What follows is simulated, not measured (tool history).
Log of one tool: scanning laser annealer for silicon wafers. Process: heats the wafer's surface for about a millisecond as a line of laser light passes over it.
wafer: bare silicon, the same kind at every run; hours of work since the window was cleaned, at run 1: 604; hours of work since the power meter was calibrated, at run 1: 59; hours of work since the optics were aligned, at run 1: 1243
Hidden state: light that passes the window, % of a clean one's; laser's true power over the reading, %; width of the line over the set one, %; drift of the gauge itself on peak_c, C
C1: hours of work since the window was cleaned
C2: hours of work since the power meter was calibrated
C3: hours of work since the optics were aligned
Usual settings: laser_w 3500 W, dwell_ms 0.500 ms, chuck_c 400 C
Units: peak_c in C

run 1 hour=0.0 | laser_w=3500 dwell_ms=0.500 chuck_c=400 | C1=604 C2=59 C3=1243 | peak_c=1161
run 2 hour=15.4 | laser_w=3500 dwell_ms=0.500 chuck_c=400 | C1=612 C2=67 C3=1251 | peak_c=1158
run 3 hour=33.0 | laser_w=3500 dwell_ms=0.500 chuck_c=400 | C1=622 C2=77 C3=1261 | peak_c=1156
run 4 hour=49.1 | laser_w=3500 dwell_ms=0.500 chuck_c=400 | C1=631 C2=86 C3=1270 | peak_c=1156
run 5 hour=64.7 | laser_w=3500 dwell_ms=0.500 chuck_c=400 | C1=639 C2=95 C3=1278 | peak_c=1155
-- hour=82.0 window over the wafer cleaned
run 6 hour=95.1 | laser_w=3813 dwell_ms=0.532 chuck_c=402 | C1=7 C2=110 C3=1294 | peak_c=1298
run 7 hour=117.4 | laser_w=2998 dwell_ms=0.383 chuck_c=400 | C1=20 C2=123 C3=1306 | peak_c=979
run 8 hour=131.3 | laser_w=2998 dwell_ms=0.383 chuck_c=400 | C1=27 C2=130 C3=1314 | peak_c=981
run 9 hour=153.0 | laser_w=2988 dwell_ms=0.437 chuck_c=414 | C1=39 C2=142 C3=1326 | peak_c=1028
run 10 hour=179.5 | laser_w=3643 dwell_ms=0.437 chuck_c=364 | C1=54 C2=157 C3=1340 | peak_c=1132

Measured less the same run without the tool's hidden state. The same run-to-run variation is in both; the gauge's scatter may not be:
run=1 peak_c=-47
run=2 peak_c=-47
run=3 peak_c=-48
run=4 peak_c=-48
run=5 peak_c=-49
run=6 peak_c=-21
run=7 peak_c=-14
run=8 peak_c=-15
run=9 peak_c=-16
run=10 peak_c=-21
